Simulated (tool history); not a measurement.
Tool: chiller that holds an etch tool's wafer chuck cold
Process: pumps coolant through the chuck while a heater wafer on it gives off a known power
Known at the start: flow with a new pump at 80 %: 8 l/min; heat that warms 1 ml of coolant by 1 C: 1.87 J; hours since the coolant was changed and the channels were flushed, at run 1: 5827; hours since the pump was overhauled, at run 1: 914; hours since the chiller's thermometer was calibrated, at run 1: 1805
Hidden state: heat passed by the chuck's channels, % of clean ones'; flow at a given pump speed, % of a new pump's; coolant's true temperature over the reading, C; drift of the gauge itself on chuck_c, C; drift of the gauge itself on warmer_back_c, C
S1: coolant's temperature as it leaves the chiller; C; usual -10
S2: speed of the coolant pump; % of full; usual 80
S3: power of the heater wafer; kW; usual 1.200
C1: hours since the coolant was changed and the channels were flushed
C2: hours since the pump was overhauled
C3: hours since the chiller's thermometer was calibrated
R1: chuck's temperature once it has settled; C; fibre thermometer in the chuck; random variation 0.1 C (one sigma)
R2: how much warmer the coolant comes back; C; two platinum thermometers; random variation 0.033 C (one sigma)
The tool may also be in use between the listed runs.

run	hour	S1	S2	S3	C1	C2	C3	R1	R2
1	0.0	-10	80	1.200	5827	914	1805	2.5	4.83
2	60.6	-2	80	1.200	5888	974	1866	10.6	4.86
3	141.6	-2	80	1.200	5968	1055	1947	10.9	4.86
4	188.7	-2	80	1.200	6016	1103	1994	10.6	4.84
5	254.0	-10	80	1.200	6081	1168	2059	2.7	4.83
# hour 259.7: chiller's thermometer calibrated
6	295.3	-11	80	1.200	6121	1208	36	1.7	4.87
7	375.9	-11	80	1.200	6202	1289	116	1.9	4.82
# hour 404.6: chiller's thermometer calibrated, once more
8	422.5	-11	80	1.200	6247	1334	18	1.5	4.85
9	497.0	-10	91	1.200	6322	1409	92	1.3	4.34
10	575.6	-14	62	0.855	6400	1487	171	-3.0	4.46
11	629.0	-14	62	0.855	6454	1541	224	-2.9	4.47
12	678.2	-10	68	1.026	6503	1590	274	2.3	4.87
13	712.2	-11	68	0.850	6537	1624	308	-0.9	4.06
14	756.8	-3	81	0.792	6582	1669	352	5.2	3.18
15	795.3	-19	81	0.792	6620	1707	391	-10.7	3.22
16	828.2	0	66	0.929	6653	1740	424	11.5	4.46
17	891.4	-6	82	1.711	6716	1803	487	11.7	6.81
18	946.7	-16	67	1.711	6772	1859	542	4.9	8.29

Forecast each of these 3 alternatives for the next run:
A	984.3	-6	83	1.238	6809	1896	580	?	?
B	984.3	-1	80	0.828	6809	1896	580	?	?
C	984.3	-9	76	0.908	6809	1896	580	?	?

run	R1	R2
A	6.7	4.79
B	7.9	3.37
C	1.1	3.88
Without the tool's hidden state the same runs would have given:
run	R1	R2
A	5.5	4.71
B	7.0	3.31
C	0.1	3.82

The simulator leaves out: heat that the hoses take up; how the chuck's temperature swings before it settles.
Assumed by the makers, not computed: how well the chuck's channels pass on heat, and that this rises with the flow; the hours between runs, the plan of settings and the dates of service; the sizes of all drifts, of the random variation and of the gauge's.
